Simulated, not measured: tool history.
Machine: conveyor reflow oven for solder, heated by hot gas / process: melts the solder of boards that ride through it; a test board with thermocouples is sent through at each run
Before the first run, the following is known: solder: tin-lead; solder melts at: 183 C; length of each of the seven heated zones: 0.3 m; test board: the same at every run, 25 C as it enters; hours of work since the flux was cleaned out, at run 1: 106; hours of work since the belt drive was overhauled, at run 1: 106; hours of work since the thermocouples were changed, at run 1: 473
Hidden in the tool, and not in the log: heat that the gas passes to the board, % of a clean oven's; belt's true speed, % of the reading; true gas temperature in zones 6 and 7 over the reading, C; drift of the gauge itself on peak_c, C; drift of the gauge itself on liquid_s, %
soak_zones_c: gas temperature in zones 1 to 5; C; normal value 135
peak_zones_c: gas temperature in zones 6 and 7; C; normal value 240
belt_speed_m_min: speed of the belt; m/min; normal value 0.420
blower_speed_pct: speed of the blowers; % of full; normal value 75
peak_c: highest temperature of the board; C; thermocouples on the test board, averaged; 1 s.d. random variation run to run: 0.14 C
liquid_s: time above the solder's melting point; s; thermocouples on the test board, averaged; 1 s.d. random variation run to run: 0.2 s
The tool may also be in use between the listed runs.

run   hour  soak_zones_c  peak_zones_c  belt_speed_m_min  blower_speed_pct  hours of work since the flux was cleaned out  hours of work since the belt drive was overhauled  hours of work since the thermocouples were changed  peak_c  liquid_s
  1    0.0           135           240             0.420                75                                           106                                                106                                                 473   221.3      66.1
  2    5.8           135           240             0.420                75                                           109                                                109                                                 476   221.1      65.9
  3   18.8           135           240             0.493                75                                           116                                                116                                                 483   214.9      50.3
  4   25.0           135           240             0.493                75                                           120                                                120                                                 487   214.7      50.5
  5   31.6           135           240             0.493                75                                           123                                                123                                                 490   214.7      50.2
  6   43.7           135           240             0.493                75                                           130                                                130                                                 497   214.5      50.2
  7   55.0           147           240             0.493                75                                           136                                                136                                                 503   217.3      57.0
  8   65.3           147           240             0.493                75                                           142                                                142                                                 509   217.4      57.3
  9   74.3           135           240             0.420                75                                           147                                                147                                                 514   220.9      65.8
 10   85.9           135           240             0.420                75                                           153                                                153                                                 520   220.7      65.6
 11   99.6           135           240             0.420                75                                           161                                                161                                                 528   220.7      65.8
 12  105.6           135           240             0.420                54                                           164                                                164                                                 531   214.5      58.5
 13  115.8           135           240             0.420                75                                           170                                                170                                                 537   220.6      66.0
 14  122.2           135           240             0.420                75                                           173                                                173                                                 540   220.6      65.7
 15  132.5           148           240             0.420                75                                           179                                                179                                                 546   223.1      73.1
 16  140.8           135           240             0.420                75                                           183                                                183                                                 550   220.5      65.2
 17  148.2           135           235             0.420                75                                           187                                                187                                                 554   216.3      61.9
 18  156.3           135           235             0.420                79                                           192                                                192                                                 559   217.4      62.8
 19  162.1           135           232             0.416                88                                           195                                                195                                                 562   217.0      63.6
 20  173.8           133           240             0.420                65                                           201                                                201                                                 568   217.1      61.9
 21  184.8           133           240             0.420                65                                           208                                                208                                                 575   217.2      61.6
 22  190.5           133           240             0.420                65                                           211                                                211                                                 578   217.1      61.4
 23  198.2           133           240             0.441                87                                           215                                                215                                                 582   220.8      62.0
 24  206.9           145           254             0.420                74                                           220                                                220                                                 587   233.9      79.0
 25  217.9           145           243             0.420                75                                           226                                                226                                                 593   224.7      73.0

For run 26, what comes out?
 26  231.3           130           230             0.349                84                                           233                                                233                                                 600       ?         ?

peak_c: 218.3 C
liquid_s: 77.0 s
The same run, on a tool lacking any hidden state, would have yielded peak_c 218.7 C, liquid_s 77.6 s.

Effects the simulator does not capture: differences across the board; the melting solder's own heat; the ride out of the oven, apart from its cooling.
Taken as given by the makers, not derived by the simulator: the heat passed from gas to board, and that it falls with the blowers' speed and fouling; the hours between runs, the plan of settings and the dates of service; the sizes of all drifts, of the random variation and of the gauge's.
